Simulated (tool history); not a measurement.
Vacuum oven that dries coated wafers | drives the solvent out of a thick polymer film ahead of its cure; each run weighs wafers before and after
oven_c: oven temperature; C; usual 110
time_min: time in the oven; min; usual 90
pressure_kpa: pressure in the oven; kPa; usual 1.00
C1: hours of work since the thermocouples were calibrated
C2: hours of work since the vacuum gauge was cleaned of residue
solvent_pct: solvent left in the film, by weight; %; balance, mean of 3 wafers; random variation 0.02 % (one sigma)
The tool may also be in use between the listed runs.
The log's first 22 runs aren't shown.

{"run": 23, "hour": 1073.4, "oven_c": 116, "time_min": 90, "pressure_kpa": 1.0, "C1": 48, "C2": 2008, "solvent_pct": 1.98}
{"run": 24, "hour": 1118.9, "oven_c": 116, "time_min": 90, "pressure_kpa": 1.0, "C1": 81, "C2": 2040, "solvent_pct": 1.97}
{"run": 25, "hour": 1180.7, "oven_c": 112, "time_min": 87, "pressure_kpa": 0.84, "C1": 125, "C2": 2085, "solvent_pct": 2.7}
{"run": 26, "hour": 1246.4, "oven_c": 109, "time_min": 107, "pressure_kpa": 0.84, "C1": 172, "C2": 2132, "solvent_pct": 2.54}
{"run": 27, "hour": 1298.2, "oven_c": 109, "time_min": 107, "pressure_kpa": 0.84, "C1": 210, "C2": 2169, "solvent_pct": 2.54}
{"run": 28, "hour": 1354.0, "oven_c": 110, "time_min": 56, "pressure_kpa": 2.72, "C1": 250, "C2": 2210, "solvent_pct": 5.46}
{"run": 29, "hour": 1386.1, "oven_c": 110, "time_min": 90, "pressure_kpa": 1.95, "C1": 273, "C2": 2233, "solvent_pct": 3.41}
{"run": 30, "hour": 1433.4, "oven_c": 118, "time_min": 50, "pressure_kpa": 1.91, "C1": 307, "C2": 2267, "solvent_pct": 4.05}
{"run": 31, "hour": 1491.2, "oven_c": 114, "time_min": 51, "pressure_kpa": 1.99, "C1": 349, "C2": 2308, "solvent_pct": 4.88}
{"run": 32, "hour": 1549.4, "oven_c": 114, "time_min": 79, "pressure_kpa": 1.0, "C1": 391, "C2": 2350, "solvent_pct": 2.81}
{"run": 33, "hour": 1598.7, "oven_c": 117, "time_min": 59, "pressure_kpa": 1.19, "C1": 426, "C2": 2386, "solvent_pct": 3.47}
{"run": 34, "hour": 1636.1, "oven_c": 110, "time_min": 79, "pressure_kpa": 0.65, "C1": 453, "C2": 2412, "solvent_pct": 3.52}
{"run": 35, "hour": 1664.2, "oven_c": 102, "time_min": 79, "pressure_kpa": 1.76, "C1": 473, "C2": 2433, "solvent_pct": 5.61}
{"run": 36, "hour": 1704.7, "oven_c": 110, "time_min": 147, "pressure_kpa": 0.54, "C1": 502, "C2": 2462, "solvent_pct": 1.44}
{"run": 37, "hour": 1773.6, "oven_c": 110, "time_min": 122, "pressure_kpa": 1.86, "C1": 552, "C2": 2511, "solvent_pct": 2.41}
{"run": 38, "hour": 1823.4, "oven_c": 122, "time_min": 90, "pressure_kpa": 1.0, "C1": 588, "C2": 2547, "solvent_pct": 1.33}
{"run": 39, "hour": 1883.2, "oven_c": 108, "time_min": 155, "pressure_kpa": 1.0, "C1": 631, "C2": 2590, "solvent_pct": 1.82}
{"run": 40, "hour": 1942.7, "oven_c": 108, "time_min": 155, "pressure_kpa": 1.0, "C1": 673, "C2": 2633, "solvent_pct": 1.82}
{"hour": 1990.4, "done": "oven's thermocouples calibrated"}
{"run": 41, "hour": 1999.9, "oven_c": 108, "time_min": 155, "pressure_kpa": 1.0, "C1": 7, "C2": 2673, "solvent_pct": 1.71}
{"run": 42, "hour": 2058.8, "oven_c": 99, "time_min": 155, "pressure_kpa": 0.98, "C1": 49, "C2": 2715, "solvent_pct": 3.27}
{"run": 43, "hour": 2119.9, "oven_c": 105, "time_min": 106, "pressure_kpa": 0.78, "C1": 93, "C2": 2759, "solvent_pct": 3.34}
{"run": 44, "hour": 2180.5, "oven_c": 105, "time_min": 106, "pressure_kpa": 0.78, "C1": 137, "C2": 2803, "solvent_pct": 3.34}
{"run": 45, "hour": 2238.6, "oven_c": 105, "time_min": 106, "pressure_kpa": 0.78, "C1": 179, "C2": 2845, "solvent_pct": 3.42}
{"run": 46, "hour": 2292.5, "oven_c": 105, "time_min": 106, "pressure_kpa": 0.78, "C1": 217, "C2": 2883, "solvent_pct": 3.39}
{"run": 47, "hour": 2324.4, "oven_c": 110, "time_min": 106, "pressure_kpa": 2.23, "C1": 240, "C2": 2906, "solvent_pct": 2.93}

4 ways to go on from here, each from the tool as it stands after run 47. What would each give?
{"run": "A", "hour": 2381.6, "oven_c": 110, "time_min": 90, "pressure_kpa": 2.75, "C1": 281, "C2": 2947, "solvent_pct": "?"}
{"run": "B", "hour": 2381.6, "oven_c": 99, "time_min": 130, "pressure_kpa": 2.14, "C1": 281, "C2": 2947, "solvent_pct": "?"}
{"run": "C", "hour": 2381.6, "oven_c": 110, "time_min": 135, "pressure_kpa": 3.45, "C1": 281, "C2": 2947, "solvent_pct": "?"}
{"run": "D", "hour": 2381.6, "oven_c": 110, "time_min": 97, "pressure_kpa": 1.0, "C1": 281, "C2": 2947, "solvent_pct": "?"}

run=A solvent_pct=3.71
run=B solvent_pct=4.51
run=C solvent_pct=2.72
run=D solvent_pct=2.86
Without the tool's hidden state the same runs would have given:
run=A solvent_pct=3.26
run=B solvent_pct=3.89
run=C solvent_pct=2.25
run=D solvent_pct=2.40
